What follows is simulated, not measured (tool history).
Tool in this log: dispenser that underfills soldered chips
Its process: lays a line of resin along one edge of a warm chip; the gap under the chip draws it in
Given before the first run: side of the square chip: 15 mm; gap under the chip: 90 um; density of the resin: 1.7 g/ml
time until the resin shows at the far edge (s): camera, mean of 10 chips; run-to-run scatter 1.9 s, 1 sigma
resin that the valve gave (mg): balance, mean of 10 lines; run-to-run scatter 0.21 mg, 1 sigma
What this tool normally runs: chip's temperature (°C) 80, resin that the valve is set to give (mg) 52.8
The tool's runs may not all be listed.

| run | day | chip's temperature (°C) | resin that the valve is set to give (mg) | time until the resin shows at the far edge (s) | resin that the valve gave (mg) |
|---|---|---|---|---|---|
| 1 | 0.000 | 80 | 52.8 | 250.1 | 51.83 |
| 2 | 0.146 | 80 | 52.8 | 290.5 | 51.65 |
| 3 | 0.250 | 80 | 52.8 | 328.0 | 51.16 |
|  | 0.388 | new syringe of resin |
| 4 | 0.417 | 80 | 54.1 | 191.0 | 52.25 |
| 5 | 0.554 | 80 | 54.1 | 218.6 | 52.12 |
| 6 | 0.712 | 80 | 52.8 | 256.3 | 51.35 |
| 7 | 0.838 | 80 | 52.8 | 292.6 | 50.76 |
| 8 | 0.996 | 80 | 52.8 | 338.5 | 51.06 |
|  | 1.096 | new syringe of resin |
| 9 | 1.133 | 80 | 52.8 | 186.7 | 51.14 |
| 10 | 1.225 | 80 | 52.8 | 206.3 | 51.23 |
| 11 | 1.350 | 80 | 52.8 | 233.9 | 51.17 |
| 12 | 1.542 | 80 | 52.8 | 285.8 | 50.79 |
| 13 | 1.679 | 80 | 52.8 | 320.4 | 50.64 |
|  | 1.796 | new syringe of resin |
| 14 | 1.821 | 80 | 52.8 | 186.3 | 50.45 |
| 15 | 1.950 | 80 | 56.5 | 210.9 | 54.29 |
| 16 | 2.033 | 80 | 56.5 | 231.8 | 54.35 |
| 17 | 2.188 | 80 | 62.1 | 267.7 | 59.45 |
| 18 | 2.371 | 80 | 59.0 | 324.7 | 56.72 |
|  | 2.492 | new syringe of resin |
| 19 | 2.550 | 74 | 68.0 | 240.8 | 65.29 |
| 20 | 2.658 | 79 | 54.2 | 223.6 | 51.73 |
| 21 | 2.817 | 80 | 56.5 | 249.4 | 53.74 |
| 22 | 3.004 | 80 | 49.8 | 313.9 | 47.21 |
| 23 | 3.092 | 66 | 57.1 | 590.8 | 54.35 |
|  | 3.192 | new syringe of resin |
| 24 | 3.267 | 66 | 57.1 | 343.3 | 54.35 |
| 25 | 3.396 | 66 | 57.1 | 390.9 | 53.90 |
| 26 | 3.571 | 71 | 46.0 | 392.9 | 43.68 |
| 27 | 3.683 | 77 | 50.4 | 335.4 | 47.68 |
| 28 | 3.800 | 77 | 52.6 | 371.0 | 49.84 |
|  | 3.888 | new syringe of resin |
| 29 | 3.917 | 78 | 61.3 | 197.7 | 58.00 |
| 30 | 4.017 | 92 | 52.7 | 131.3 | 49.92 |
| 31 | 4.146 | 92 | 52.7 | 150.2 | 49.58 |
| 32 | 4.225 | 79 | 46.9 | 274.2 | 44.15 |
| 33 | 4.354 | 79 | 46.9 | 312.9 | 43.99 |
| 34 | 4.517 | 80 | 55.9 | 331.4 | 52.36 |
|  | 4.592 | new syringe of resin |
| 35 | 4.712 | 85 | 56.9 | 166.7 | 53.08 |
| 36 | 4.892 | 72 | 56.9 | 330.7 | 53.41 |

Branching from run 36: 4 alternative next runs. What would each branch give?
| A | 4.971 | 86 | 53.5 | ? | ? |
| B | 4.971 | 71 | 57.1 | ? | ? |
| C | 4.971 | 81 | 61.7 | ? | ? |
| D | 4.971 | 82 | 58.7 | ? | ? |

| run | time until the resin shows at the far edge (s) | resin that the valve gave (mg) |
|---|---|---|
| A | 214.5 | 50.15 |
| B | 380.4 | 53.15 |
| C | 252.2 | 57.64 |
| D | 243.0 | 55.04 |
With no hidden state in the tool, these same runs would have given:
| run | time until the resin shows at the far edge (s) | resin that the valve gave (mg) |
|---|---|---|
| A | 153.7 | 53.64 |
| B | 274.7 | 56.85 |
| C | 181.9 | 61.66 |
| D | 175.0 | 58.88 |
